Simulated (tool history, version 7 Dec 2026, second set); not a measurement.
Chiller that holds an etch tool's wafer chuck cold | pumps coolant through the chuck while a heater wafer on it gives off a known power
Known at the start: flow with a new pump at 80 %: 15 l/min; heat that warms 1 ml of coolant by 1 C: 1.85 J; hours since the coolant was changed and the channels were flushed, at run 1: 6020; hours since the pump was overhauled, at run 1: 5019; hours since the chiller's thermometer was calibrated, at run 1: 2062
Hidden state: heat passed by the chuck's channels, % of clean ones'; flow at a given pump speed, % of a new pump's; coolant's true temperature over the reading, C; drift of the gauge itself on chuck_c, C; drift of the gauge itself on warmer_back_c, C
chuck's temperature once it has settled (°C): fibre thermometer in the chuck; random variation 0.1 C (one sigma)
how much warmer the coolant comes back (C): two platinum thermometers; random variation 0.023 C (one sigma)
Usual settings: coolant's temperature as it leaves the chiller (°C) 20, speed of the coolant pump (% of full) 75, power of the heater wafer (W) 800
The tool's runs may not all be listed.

run,day,coolant's temperature as it leaves the chiller (°C),speed of the coolant pump (% of full),power of the heater wafer (W),hours since the coolant was changed and the channels were flushed,hours since the pump was overhauled,hours since the chiller's thermometer was calibrated,chuck's temperature once it has settled (°C),how much warmer the coolant comes back (C)
1,0.000,20,75,800,6020,5019,2062,27.6,1.94
2,4.025,13,75,800,6116,5116,2159,20.5,1.98
3,9.450,16,75,800,6246,5246,2289,23.5,1.97
# day 10.667: coolant changed, channels flushed
# day 11.912: chiller's thermometer calibrated
4,15.138,20,75,800,106,5376,77,26.9,1.97
5,18.812,20,75,800,194,5464,166,26.8,1.97
6,23.525,20,75,489,308,5577,279,24.2,1.21
7,27.208,12,75,800,396,5665,367,18.9,1.98
8,33.392,12,75,800,544,5814,515,18.8,2.00
9,37.892,12,75,800,652,5922,624,18.7,1.95
10,41.771,12,75,800,745,6015,717,18.9,1.98
11,45.579,12,75,800,837,6106,808,18.8,2.02
12,51.050,12,75,800,968,6238,939,18.7,2.00
13,55.496,12,75,800,1075,6344,1046,18.9,1.98
14,58.975,20,75,800,1158,6428,1130,26.9,2.00
15,61.946,19,75,800,1230,6499,1201,25.8,1.96
16,66.208,20,75,800,1332,6601,1303,26.8,1.95
17,70.712,20,65,402,1440,6709,1411,23.8,1.18
18,75.142,20,65,402,1546,6816,1518,23.8,1.18
19,80.454,20,65,402,1674,6943,1645,23.7,1.16
20,83.817,17,62,1114,1755,7024,1726,28.2,3.48
21,88.312,28,75,829,1863,7132,1834,35.3,2.10
22,90.829,24,82,800,1923,7192,1894,30.1,1.80
23,96.217,20,75,704,2052,7322,2023,26.2,1.80
24,101.467,18,75,547,2178,7448,2149,22.6,1.39
25,106.771,22,83,463,2306,7575,2277,25.7,1.05
# day 109.404: chiller's thermometer calibrated
26,110.258,29,100,926,2388,7658,20,35.9,1.71
27,112.971,22,62,771,2453,7723,86,30.1,2.42
28,119.175,16,65,712,2602,7872,234,23.2,2.13
29,122.075,14,75,800,2672,7941,304,21.4,2.06
30,125.646,14,75,800,2758,8027,390,21.4,2.02
31,130.433,13,72,996,2872,8142,505,22.3,2.66
32,133.004,20,92,800,2934,8203,566,26.4,1.61

The same runs without the tool's hidden state, with the same run-to-run variation:
run,chuck's temperature once it has settled (°C),how much warmer the coolant comes back (C)
1,26.5,1.84
2,19.4,1.88
3,22.3,1.86
4,26.6,1.86
5,26.5,1.86
6,24.1,1.14
7,18.6,1.87
8,18.5,1.88
9,18.3,1.83
10,18.6,1.85
11,18.4,1.89
12,18.3,1.87
13,18.5,1.84
14,26.5,1.86
15,25.4,1.82
16,26.4,1.82
17,23.6,1.10
18,23.7,1.10
19,23.6,1.08
20,27.4,3.23
21,34.9,1.95
22,29.7,1.66
23,25.8,1.66
24,22.3,1.29
25,25.6,0.96
26,35.0,1.58
27,29.1,2.22
28,22.3,1.95
29,20.5,1.89
30,20.5,1.85
31,21.1,2.44
32,25.6,1.47
